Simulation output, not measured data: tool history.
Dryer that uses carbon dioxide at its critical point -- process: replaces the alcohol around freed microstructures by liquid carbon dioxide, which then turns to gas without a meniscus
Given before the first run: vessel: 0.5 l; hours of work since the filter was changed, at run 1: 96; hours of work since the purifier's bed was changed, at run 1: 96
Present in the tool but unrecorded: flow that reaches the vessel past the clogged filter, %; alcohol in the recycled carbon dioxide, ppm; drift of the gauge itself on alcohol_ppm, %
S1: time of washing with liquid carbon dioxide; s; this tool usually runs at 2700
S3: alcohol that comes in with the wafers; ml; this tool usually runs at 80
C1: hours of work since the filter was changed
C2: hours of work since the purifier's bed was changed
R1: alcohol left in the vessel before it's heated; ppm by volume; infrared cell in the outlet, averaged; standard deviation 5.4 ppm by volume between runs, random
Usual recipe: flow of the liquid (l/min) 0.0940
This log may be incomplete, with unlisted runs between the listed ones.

Run 1, hour 0.0: usual settings; C1 96; C2 96. Result: R1 193 ppm by volume.
Run 2, hour 4.7: usual settings but S3 42 ml; C1 100; C2 100. Result: R1 119 ppm by volume.
Run 3, hour 15.0: usual settings but S3 42 ml; C1 106; C2 106. Result: R1 109 ppm by volume.
Run 4, hour 20.7: usual settings; C1 110; C2 110. Result: R1 202 ppm by volume.
Run 5, hour 30.3: usual settings but flow of the liquid (l/min) 0.0611; C1 117; C2 117. Result: R1 2275 ppm by volume.
Run 6, hour 38.6: usual settings but flow of the liquid (l/min) 0.0611; C1 122; C2 122. Result: R1 2288 ppm by volume.
Run 7, hour 44.9: usual settings; C1 127; C2 127. Result: R1 211 ppm by volume.
Run 8, hour 53.5: usual settings but S1 2340 s; C1 132; C2 132. Result: R1 471 ppm by volume.
Run 9, hour 62.9: usual settings but S3 101 ml; C1 139; C2 139. Result: R1 272 ppm by volume.
Run 10, hour 71.7: usual settings; C1 145; C2 145. Result: R1 227 ppm by volume.
Run 11, hour 76.8: usual settings; C1 148; C2 148. Result: R1 221 ppm by volume.
Run 12, hour 85.5: usual settings; C1 154; C2 154. Result: R1 231 ppm by volume.
Run 13, hour 95.7: usual settings; C1 161; C2 161. Result: R1 228 ppm by volume.
Run 14, hour 106.8: usual settings; C1 168; C2 168. Result: R1 232 ppm by volume.
At hour 110.6: inlet filter changed.
Run 15, hour 112.9: usual settings; C1 2; C2 172. Result: R1 167 ppm by volume.
Run 16, hour 119.3: usual settings; C1 6; C2 176. Result: R1 166 ppm by volume.
Run 17, hour 130.4: usual settings; C1 13; C2 183. Result: R1 172 ppm by volume.
Run 18, hour 137.0: usual settings; C1 18; C2 188. Result: R1 167 ppm by volume.
Run 19, hour 144.1: usual settings but flow of the liquid (l/min) 0.0928; C1 23; C2 193. Result: R1 194 ppm by volume.
Run 20, hour 154.8: usual settings; C1 30; C2 200. Result: R1 169 ppm by volume.
Run 21, hour 161.5: usual settings; C1 34; C2 204. Result: R1 176 ppm by volume.
Run 22, hour 171.2: usual settings but S1 3480 s; C1 41; C2 211. Result: R1 46 ppm by volume.
Run 23, hour 180.8: usual settings but flow of the liquid (l/min) 0.0565, S3 89 ml; C1 47; C2 217. Result: R1 3345 ppm by volume.
Run 24, hour 187.6: usual settings but S1 3660 s, flow of the liquid (l/min) 0.1417, S3 99 ml; C1 52; C2 222. Result: R1 29 ppm by volume.
Run 25, hour 194.0: usual settings but flow of the liquid (l/min) 0.1134, S3 35 ml; C1 56; C2 226. Result: R1 50 ppm by volume.
Run 26, hour 204.5: usual settings but S1 1860 s, flow of the liquid (l/min) 0.1022, S3 51 ml; C1 63; C2 233. Result: R1 591 ppm by volume.
Run 27, hour 212.5: usual settings but S1 1860 s, flow of the liquid (l/min) 0.1022, S3 51 ml; C1 68; C2 239. Result: R1 604 ppm by volume.
Run 28, hour 223.2: usual settings but S1 3840 s, flow of the liquid (l/min) 0.0560, S3 21 ml; C1 76; C2 246. Result: R1 191 ppm by volume.
Run 29, hour 232.8: usual settings but S3 50 ml; C1 82; C2 252. Result: R1 131 ppm by volume.
Run 30, hour 242.1: usual settings but S3 48 ml; C1 88; C2 258. Result: R1 127 ppm by volume.
Run 31, hour 251.9: usual settings but S3 48 ml; C1 95; C2 265. Result: R1 140 ppm by volume.
Run 32, hour 256.8: usual settings but flow of the liquid (l/min) 0.1301, S3 83 ml; C1 98; C2 268. Result: R1 49 ppm by volume.
Run 33, hour 263.3: usual settings but flow of the liquid (l/min) 0.1301, S3 83 ml; C1 103; C2 273. Result: R1 50 ppm by volume.

Run 34, settings as shown, results not yet in. Your forecast:
Run 34, hour 271.8: usual settings but S1 1800 s, flow of the liquid (l/min) 0.0903, S3 66 ml; C1 108; C2 278. Result: R1 ?.

{"run 34": {"R1": 1742}}
With the hidden condition absent and the run-to-run variation left alone, this run would have shown R1 1413 ppm by volume.
